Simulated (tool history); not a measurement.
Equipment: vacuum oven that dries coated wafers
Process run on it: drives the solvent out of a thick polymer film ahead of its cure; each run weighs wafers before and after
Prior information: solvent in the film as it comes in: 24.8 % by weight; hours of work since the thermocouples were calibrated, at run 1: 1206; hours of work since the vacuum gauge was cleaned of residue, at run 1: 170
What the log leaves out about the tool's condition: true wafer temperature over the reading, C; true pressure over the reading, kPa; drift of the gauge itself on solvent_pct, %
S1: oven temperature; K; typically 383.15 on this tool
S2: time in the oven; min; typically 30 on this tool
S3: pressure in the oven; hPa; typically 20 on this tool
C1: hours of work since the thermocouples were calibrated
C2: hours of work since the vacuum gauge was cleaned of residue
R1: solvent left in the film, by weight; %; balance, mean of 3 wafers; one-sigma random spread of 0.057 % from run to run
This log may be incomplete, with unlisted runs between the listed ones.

run,hour,S1,S2,S3,C1,C2,R1
1,0,383.15,30,20,1206,170,2.68
2,13.1,383.15,30,20,1213,177,2.78
3,28.3,383.15,30,20,1221,185,2.77
4,37.9,383.15,30,20,1227,190,2.89
5,49.2,383.15,30,20,1233,196,2.89
6,56.5,391.15,30,20,1237,200,1.27
7,63,387.15,30,20,1240,203,1.85
8,76,383.15,30,20,1247,210,2.8
9,90.7,383.15,30,20,1255,218,2.83
10,102.8,378.15,24,46.8,1261,225,7.53
11,115,383.15,18,20,1268,231,5.49
12,121.8,374.15,40,10.6,1272,235,3.94
13,129.1,374.15,40,10.6,1276,239,4.03
14,138,374.15,40,10.6,1280,244,4.02
15,149.9,374.15,40,10.6,1287,250,3.95
16,163.6,368.15,50,27.9,1294,258,6.85
17,172.5,368.15,50,27.9,1299,262,6.83

Each row is a separate what-if for the run after 17, all from the same tool condition, not one after another. Results?
A,179.4,392.15,50,37.3,1303,266,?
B,179.4,383.15,26,14.6,1303,266,?
C,179.4,368.15,54,12.7,1303,266,?

run,R1
A,1.67
B,3.13
C,4.99
Had the tool no hidden state, the same runs would have come out as:
run,R1
A,1.67
B,3.1
C,4.95
